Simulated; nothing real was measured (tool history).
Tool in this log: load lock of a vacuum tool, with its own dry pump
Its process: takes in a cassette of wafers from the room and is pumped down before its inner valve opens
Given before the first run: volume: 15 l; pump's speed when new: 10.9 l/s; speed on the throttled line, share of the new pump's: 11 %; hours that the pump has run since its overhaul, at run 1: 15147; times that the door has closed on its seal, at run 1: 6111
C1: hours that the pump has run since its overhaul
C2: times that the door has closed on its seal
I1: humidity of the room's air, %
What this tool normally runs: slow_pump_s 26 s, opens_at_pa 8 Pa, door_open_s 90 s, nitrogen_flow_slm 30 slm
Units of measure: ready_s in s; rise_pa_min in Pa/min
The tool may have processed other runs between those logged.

Run 1, hour 0: usual settings; C1 15147; C2 6111; I1 40.4. Result: ready_s 37.3 s, rise_pa_min 0.056 Pa/min.
Run 2, hour 120.6: usual settings; C1 15267; C2 6343; I1 45.1. Result: ready_s 37.2 s, rise_pa_min 0.053 Pa/min.
Run 3, hour 240.5: usual settings; C1 15387; C2 6574; I1 44.7. Result: ready_s 37.5 s, rise_pa_min 0.056 Pa/min.
Run 4, hour 434.2: usual settings; C1 15581; C2 6948; I1 47.4. Result: ready_s 37.4 s, rise_pa_min 0.066 Pa/min.
Run 5, hour 549.8: usual settings; C1 15697; C2 7171; I1 45.9. Result: ready_s 37.4 s, rise_pa_min 0.061 Pa/min.
Run 6, hour 654.4: usual settings but opens_at_pa 16 Pa; C1 15801; C2 7372; I1 46.9. Result: ready_s 36.6 s, rise_pa_min 0.056 Pa/min.
Run 7, hour 883.1: usual settings but opens_at_pa 16 Pa; C1 16030; C2 7813; I1 46.2. Result: ready_s 36.6 s, rise_pa_min 0.067 Pa/min.
Run 8, hour 1002.4: usual settings; C1 16149; C2 8043; I1 43.7. Result: ready_s 37.4 s, rise_pa_min 0.065 Pa/min.
Run 9, hour 1217.7: usual settings but door_open_s 183 s; C1 16364; C2 8458; I1 45.4. Result: ready_s 37.2 s, rise_pa_min 0.08 Pa/min.
Run 10, hour 1403.6: usual settings but door_open_s 183 s; C1 16550; C2 8817; I1 42. Result: ready_s 37.7 s, rise_pa_min 0.076 Pa/min.
Run 11, hour 1616.5: usual settings; C1 16763; C2 9227; I1 44.9. Result: ready_s 37.6 s, rise_pa_min 0.062 Pa/min.
Run 12, hour 1836.5: usual settings; C1 16983; C2 9651; I1 48.3. Result: ready_s 37.6 s, rise_pa_min 0.075 Pa/min.
Run 13, hour 2007.7: usual settings but nitrogen_flow_slm 20 slm; C1 17154; C2 9981; I1 45.3. Result: ready_s 37.7 s, rise_pa_min 0.077 Pa/min.
Run 14, hour 2220.2: usual settings but door_open_s 40 s; C1 17367; C2 10391; I1 45.8. Result: ready_s 37.9 s, rise_pa_min 0.061 Pa/min.
Run 15, hour 2328.7: usual settings but door_open_s 26 s; C1 17475; C2 10600; I1 44.2. Result: ready_s 37.7 s, rise_pa_min 0.059 Pa/min.
Run 16, hour 2496: usual settings but door_open_s 26 s; C1 17643; C2 10923; I1 48.5. Result: ready_s 37.7 s, rise_pa_min 0.06 Pa/min.
Run 17, hour 2597.8: usual settings but door_open_s 26 s; C1 17745; C2 11119; I1 45.7. Result: ready_s 37.6 s, rise_pa_min 0.061 Pa/min.
Run 18, hour 2718.2: usual settings but door_open_s 26 s; C1 17865; C2 11351; I1 42.7. Result: ready_s 37.6 s, rise_pa_min 0.056 Pa/min.
Run 19, hour 2871.8: usual settings but door_open_s 26 s; C1 18019; C2 11648; I1 43.2. Result: ready_s 37.8 s, rise_pa_min 0.056 Pa/min.
Run 20, hour 3042.4: usual settings but slow_pump_s 14 s, opens_at_pa 9 Pa, door_open_s 216 s, nitrogen_flow_slm 44 slm; C1 18189; C2 11976; I1 44.7. Result: ready_s 27.1 s, rise_pa_min 0.083 Pa/min.
Run 21, hour 3178.7: usual settings but door_open_s 216 s, nitrogen_flow_slm 10 slm; C1 18325; C2 12239; I1 43.6. Result: ready_s 37.7 s, rise_pa_min 0.11 Pa/min.
Run 22, hour 3388.2: usual settings but opens_at_pa 10 Pa, door_open_s 32 s, nitrogen_flow_slm 24 slm; C1 18535; C2 12643; I1 42.4. Result: ready_s 37.4 s, rise_pa_min 0.057 Pa/min.
Run 23, hour 3533.3: usual settings but door_open_s 74 s, nitrogen_flow_slm 15 slm; C1 18680; C2 12923; I1 42.9. Result: ready_s 38 s, rise_pa_min 0.085 Pa/min.
Run 24, hour 3740.6: usual settings but door_open_s 73 s, nitrogen_flow_slm 29 slm; C1 18887; C2 13323; I1 44.3. Result: ready_s 37.6 s, rise_pa_min 0.078 Pa/min.
Run 25, hour 3860.3: usual settings but slow_pump_s 44 s, door_open_s 192 s, nitrogen_flow_slm 29 slm; C1 19007; C2 13554; I1 44. Result: ready_s 53.4 s, rise_pa_min 0.098 Pa/min.
Run 26, hour 4049.4: usual settings but slow_pump_s 47 s, door_open_s 85 s, nitrogen_flow_slm 35 slm; C1 19196; C2 13918; I1 45.5. Result: ready_s 56.3 s, rise_pa_min 0.081 Pa/min.
Run 27, hour 4242.8: usual settings but opens_at_pa 7 Pa, nitrogen_flow_slm 26 slm; C1 19390; C2 14291; I1 45.8. Result: ready_s 38 s, rise_pa_min 0.088 Pa/min.
Run 28, hour 4403: usual settings but slow_pump_s 28 s, nitrogen_flow_slm 26 slm; C1 19550; C2 14600; I1 48. Result: ready_s 39.5 s, rise_pa_min 0.087 Pa/min.
Run 29, hour 4621.1: usual settings but slow_pump_s 24 s, door_open_s 59 s; C1 19768; C2 15020; I1 45.8. Result: ready_s 36.2 s, rise_pa_min 0.08 Pa/min.
Run 30, hour 4721.4: usual settings but slow_pump_s 24 s, door_open_s 59 s; C1 19868; C2 15214; I1 46.4. Result: ready_s 36.2 s, rise_pa_min 0.086 Pa/min.
Run 31, hour 4866.1: usual settings but slow_pump_s 41 s, door_open_s 52 s; C1 20013; C2 15493; I1 48.1. Result: ready_s 51.2 s, rise_pa_min 0.081 Pa/min.
Run 32, hour 5049.6: usual settings but slow_pump_s 41 s, door_open_s 52 s; C1 20196; C2 15846; I1 43.5. Result: ready_s 51 s, rise_pa_min 0.081 Pa/min.
Run 33, hour 5190.3: usual settings but slow_pump_s 25 s, nitrogen_flow_slm 5 slm; C1 20337; C2 16118; I1 44.8. Result: ready_s 37.1 s, rise_pa_min 0.112 Pa/min.
At hour 5212.1: dry pump taken out, an overhauled one fitted.
Run 34, hour 5375.4: usual settings but slow_pump_s 25 s, nitrogen_flow_slm 5 slm; C1 163; C2 16463; I1 45.7. Result: ready_s 35.1 s, rise_pa_min 0.117 Pa/min.
Run 35, hour 5529.9: usual settings but slow_pump_s 30 s, opens_at_pa 10 Pa, door_open_s 68 s, nitrogen_flow_slm 24 slm; C1 318; C2 16761; I1 45.8. Result: ready_s 39.2 s, rise_pa_min 0.094 Pa/min.
Run 36, hour 5649.9: usual settings but slow_pump_s 30 s, opens_at_pa 10 Pa, door_open_s 68 s, nitrogen_flow_slm 24 slm; C1 438; C2 16992; I1 44.2. Result: ready_s 39.1 s, rise_pa_min 0.095 Pa/min.

What will run 37 give?
Run 37, hour 5878: usual settings but door_open_s 26 s; C1 666; C2 17432; I1 42.8. Result: ready_s ?, rise_pa_min ?.

{"run 37": {"ready_s": 36, "rise_pa_min": 0.08}}
Were there no unlogged condition in the tool, this run, its random variation unchanged, would have produced ready_s 36.1 s, rise_pa_min 0.026 Pa/min.
